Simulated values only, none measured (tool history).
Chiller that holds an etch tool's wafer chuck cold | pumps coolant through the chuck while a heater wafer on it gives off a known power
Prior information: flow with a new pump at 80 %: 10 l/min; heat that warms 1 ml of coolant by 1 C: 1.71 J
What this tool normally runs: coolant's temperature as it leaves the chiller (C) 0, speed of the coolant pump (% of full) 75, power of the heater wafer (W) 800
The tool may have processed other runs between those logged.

run   hour  coolant's temperature as it leaves the chiller (C)  speed of the coolant pump (% of full)  power of the heater wafer (W)  chuck's temperature once it has settled (C)  how much warmer the coolant comes back (C)
  1      0                                                   0                                     75                            800                                         5.95                                        3.08
  2     25                                                   0                                     75                            560                                         4.19                                        2.17
  3   53.5                                                   0                                     75                            728                                         5.36                                        2.82
  4   83.4                                                   0                                     75                            728                                         5.43                                        2.75
  5    103                                                   0                                     75                            728                                         5.38                                        2.77
  6  129.9                                                   0                                     75                            728                                         5.48                                        2.72
  7  151.9                                                   0                                     75                            728                                         5.35                                        2.82
  8  169.8                                                   0                                     75                            728                                         5.44                                        2.79
  9  192.3                                                   0                                     75                            728                                          5.4                                        2.79
 10  217.8                                                   0                                     75                            800                                         5.93                                        2.97
 11  238.8                                                   0                                     75                            800                                         5.91                                        3.07
 12  265.5                                                   0                                     75                            800                                         5.98                                        3.07
 13  289.5                                                   0                                     75                           1126                                          8.4                                        4.34
 14  310.2                                                   0                                     75                            800                                         5.96                                        3.04
 15  325.8                                                   0                                     75                            800                                         5.94                                        3.06
 16  345.5                                                   8                                     75                            800                                        14.05                                        3.09
 17  367.9                                                   0                                     75                            550                                         4.02                                        2.13
 18    384                                                   0                                     75                            550                                         4.02                                        2.12
 19    403                                                  -3                                     66                            405                                         0.26                                        1.78
 20  420.2                                                   7                                     75                            565                                        11.22                                        2.17
 21  443.2                                                  -6                                     75                            728                                        -0.56                                        2.77
 22  465.6                                                   0                                     68                            689                                         5.65                                        2.91
 23  494.8                                                  -4                                     63                            668                                         1.75                                        3.08
 24  520.3                                                  -9                                     99                            800                                        -4.04                                         2.3
 25  542.2                                                  -9                                     99                            800                                        -4.26                                        2.35
 26  561.6                                                  -9                                     99                            800                                        -4.17                                        2.37
 27  579.4                                                  -9                                     99                            800                                        -4.19                                        2.33

Run 28 comes next. What will it give?
 28  593.5                                                  -9                                     67                            800                                            ?                                           ?

{"run 28": {"chuck's temperature once it has settled (C)": -2.45, "how much warmer the coolant comes back (C)": 3.41}}
Were there no unlogged condition in the tool, this run, its random variation unchanged, would have produced chuck's temperature once it has settled (C) -2.88, how much warmer the coolant comes back (C) 3.31.
